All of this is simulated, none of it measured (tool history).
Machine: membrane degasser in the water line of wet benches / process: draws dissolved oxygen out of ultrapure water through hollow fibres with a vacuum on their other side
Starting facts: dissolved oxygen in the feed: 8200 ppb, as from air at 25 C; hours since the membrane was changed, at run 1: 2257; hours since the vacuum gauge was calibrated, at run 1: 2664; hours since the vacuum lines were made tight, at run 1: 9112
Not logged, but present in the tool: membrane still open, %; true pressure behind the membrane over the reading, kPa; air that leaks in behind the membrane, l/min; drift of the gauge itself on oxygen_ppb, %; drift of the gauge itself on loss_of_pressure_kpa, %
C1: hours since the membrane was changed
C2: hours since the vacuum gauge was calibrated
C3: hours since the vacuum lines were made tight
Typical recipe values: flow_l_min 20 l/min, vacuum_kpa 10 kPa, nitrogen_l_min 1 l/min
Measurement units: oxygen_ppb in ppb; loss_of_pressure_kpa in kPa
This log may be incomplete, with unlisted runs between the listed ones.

Run 1, hour 0: usual settings; C1 2257; C2 2664; C3 9112. Result: oxygen_ppb 301.8 ppb, loss_of_pressure_kpa 41.37 kPa.
Run 2, hour 164.7: usual settings; C1 2422; C2 2829; C3 9277. Result: oxygen_ppb 304.7 ppb, loss_of_pressure_kpa 41.37 kPa.
At hour 268.2: seals of the vacuum lines changed.
Run 3, hour 273.5: usual settings; C1 2529; C2 2936; C3 5. Result: oxygen_ppb 303.8 ppb, loss_of_pressure_kpa 41.49 kPa.
Run 4, hour 406.3: usual settings; C1 2662; C2 3069; C3 138. Result: oxygen_ppb 305.4 ppb, loss_of_pressure_kpa 41.33 kPa.
Run 5, hour 531.9: usual settings but flow_l_min 17 l/min; C1 2787; C2 3194; C3 264. Result: oxygen_ppb 265 ppb, loss_of_pressure_kpa 35.39 kPa.
Run 6, hour 724.3: usual settings but flow_l_min 17 l/min; C1 2980; C2 3387; C3 456. Result: oxygen_ppb 262.9 ppb, loss_of_pressure_kpa 34.88 kPa.
Run 7, hour 939.5: usual settings but flow_l_min 17 l/min; C1 3195; C2 3602; C3 671. Result: oxygen_ppb 261.9 ppb, loss_of_pressure_kpa 35.11 kPa.
Run 8, hour 1078.2: usual settings but flow_l_min 17 l/min; C1 3333; C2 3740; C3 810. Result: oxygen_ppb 263 ppb, loss_of_pressure_kpa 35.18 kPa.
Run 9, hour 1177.4: usual settings but flow_l_min 17 l/min; C1 3433; C2 3840; C3 909. Result: oxygen_ppb 263.7 ppb, loss_of_pressure_kpa 35.31 kPa.
Run 10, hour 1296: usual settings but vacuum_kpa 19.1 kPa; C1 3551; C2 3958; C3 1028. Result: oxygen_ppb 678.2 ppb, loss_of_pressure_kpa 41.29 kPa.
Run 11, hour 1396.4: usual settings but flow_l_min 14 l/min, vacuum_kpa 6 kPa; C1 3652; C2 4059; C3 1128. Result: oxygen_ppb 93.8 ppb, loss_of_pressure_kpa 28.87 kPa.
Run 12, hour 1524.2: usual settings but flow_l_min 18 l/min; C1 3780; C2 4187; C3 1256. Result: oxygen_ppb 279.9 ppb, loss_of_pressure_kpa 37.41 kPa.
Run 13, hour 1653.2: usual settings but flow_l_min 14 l/min, vacuum_kpa 21.9 kPa; C1 3908; C2 4315; C3 1385. Result: oxygen_ppb 583.1 ppb, loss_of_pressure_kpa 28.68 kPa.
Run 14, hour 1853.2: usual settings but flow_l_min 16 l/min, vacuum_kpa 16.5 kPa, nitrogen_l_min 0.58 l/min; C1 4108; C2 4515; C3 1585. Result: oxygen_ppb 746.1 ppb, loss_of_pressure_kpa 33.22 kPa.
Run 15, hour 1963.2: usual settings but flow_l_min 16 l/min, vacuum_kpa 16.5 kPa, nitrogen_l_min 0.58 l/min; C1 4218; C2 4625; C3 1695. Result: oxygen_ppb 742.3 ppb, loss_of_pressure_kpa 33.1 kPa.
Run 16, hour 2144.6: usual settings but flow_l_min 22 l/min, vacuum_kpa 15.8 kPa, nitrogen_l_min 1.51 l/min; C1 4400; C2 4807; C3 1876. Result: oxygen_ppb 433.1 ppb, loss_of_pressure_kpa 45.52 kPa.
Run 17, hour 2367.4: usual settings but flow_l_min 14 l/min, vacuum_kpa 11.1 kPa, nitrogen_l_min 0.95 l/min; C1 4623; C2 5030; C3 2099. Result: oxygen_ppb 264.8 ppb, loss_of_pressure_kpa 29.35 kPa.
Run 18, hour 2470.4: usual settings but vacuum_kpa 11 kPa, nitrogen_l_min 0.94 l/min; C1 4726; C2 5133; C3 2202. Result: oxygen_ppb 371.9 ppb, loss_of_pressure_kpa 41.54 kPa.

Consider 4 possible next runs. They are alternatives, not a sequence: every one starts from the tool as it was left by run 18. What does each give?
Run A, hour 2631.9: usual settings but flow_l_min 19 l/min, vacuum_kpa 8.8 kPa, nitrogen_l_min 0.68 l/min; C1 4887; C2 5294; C3 2364. Result: oxygen_ppb ?, loss_of_pressure_kpa ?.
Run B, hour 2631.9: usual settings but vacuum_kpa 11 kPa, nitrogen_l_min 0.61 l/min; C1 4887; C2 5294; C3 2364. Result: oxygen_ppb ?, loss_of_pressure_kpa ?.
Run C, hour 2631.9: usual settings but flow_l_min 15 l/min, vacuum_kpa 11.1 kPa, nitrogen_l_min 1.68 l/min; C1 4887; C2 5294; C3 2364. Result: oxygen_ppb ?, loss_of_pressure_kpa ?.
Run D, hour 2631.9: usual settings but flow_l_min 19 l/min, vacuum_kpa 11 kPa, nitrogen_l_min 1.57 l/min; C1 4887; C2 5294; C3 2364. Result: oxygen_ppb ?, loss_of_pressure_kpa ?.

run  oxygen_ppb  loss_of_pressure_kpa
  A       342.1                 39.58
  B       525.7                 41.31
  C         172                 31.14
  D       230.6                 39.39
What these runs would have given with no unlogged condition in the tool:
run  oxygen_ppb  loss_of_pressure_kpa
  A       333.5                 39.54
  B       512.6                 41.27
  C       167.7                 31.12
  D       224.8                 39.35
